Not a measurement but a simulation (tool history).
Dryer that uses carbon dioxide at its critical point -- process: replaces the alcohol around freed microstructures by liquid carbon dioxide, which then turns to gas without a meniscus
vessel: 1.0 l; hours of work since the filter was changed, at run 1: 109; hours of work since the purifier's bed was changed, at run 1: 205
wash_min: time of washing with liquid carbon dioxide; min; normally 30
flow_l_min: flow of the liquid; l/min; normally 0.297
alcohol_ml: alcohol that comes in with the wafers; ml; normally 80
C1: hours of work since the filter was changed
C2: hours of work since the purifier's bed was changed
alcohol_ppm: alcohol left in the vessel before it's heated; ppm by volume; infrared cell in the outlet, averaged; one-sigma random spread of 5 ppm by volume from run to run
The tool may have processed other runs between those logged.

{"run": 1, "day": 0.0, "wash_min": 30, "flow_l_min": 0.297, "alcohol_ml": 80, "C1": 109, "C2": 205, "alcohol_ppm": 115}
{"run": 2, "day": 0.704, "wash_min": 30, "flow_l_min": 0.274, "alcohol_ml": 80, "C1": 121, "C2": 218, "alcohol_ppm": 179}
{"run": 3, "day": 1.379, "wash_min": 30, "flow_l_min": 0.274, "alcohol_ml": 80, "C1": 133, "C2": 229, "alcohol_ppm": 179}
{"run": 4, "day": 1.817, "wash_min": 30, "flow_l_min": 0.439, "alcohol_ml": 80, "C1": 141, "C2": 237, "alcohol_ppm": 65}
{"run": 5, "day": 2.175, "wash_min": 30, "flow_l_min": 0.439, "alcohol_ml": 80, "C1": 147, "C2": 243, "alcohol_ppm": 67}
{"run": 6, "day": 2.921, "wash_min": 30, "flow_l_min": 0.439, "alcohol_ml": 80, "C1": 160, "C2": 256, "alcohol_ppm": 70}
{"run": 7, "day": 3.388, "wash_min": 30, "flow_l_min": 0.215, "alcohol_ml": 116, "C1": 168, "C2": 264, "alcohol_ppm": 924}
{"run": 8, "day": 3.942, "wash_min": 34, "flow_l_min": 0.217, "alcohol_ml": 109, "C1": 177, "C2": 274, "alcohol_ppm": 477}
{"run": 9, "day": 4.454, "wash_min": 20, "flow_l_min": 0.187, "alcohol_ml": 22, "C1": 186, "C2": 283, "alcohol_ppm": 1391}

Run 10 has not been measured yet. What should we expect?
{"run": 10, "day": 4.871, "wash_min": 30, "flow_l_min": 0.29, "alcohol_ml": 80, "C1": 194, "C2": 290, "alcohol_ppm": "?"}

alcohol_ppm: 181 ppm by volume
If the tool had no hidden condition, the same run with the same run-to-run variation would have returned alcohol_ppm 48 ppm by volume.
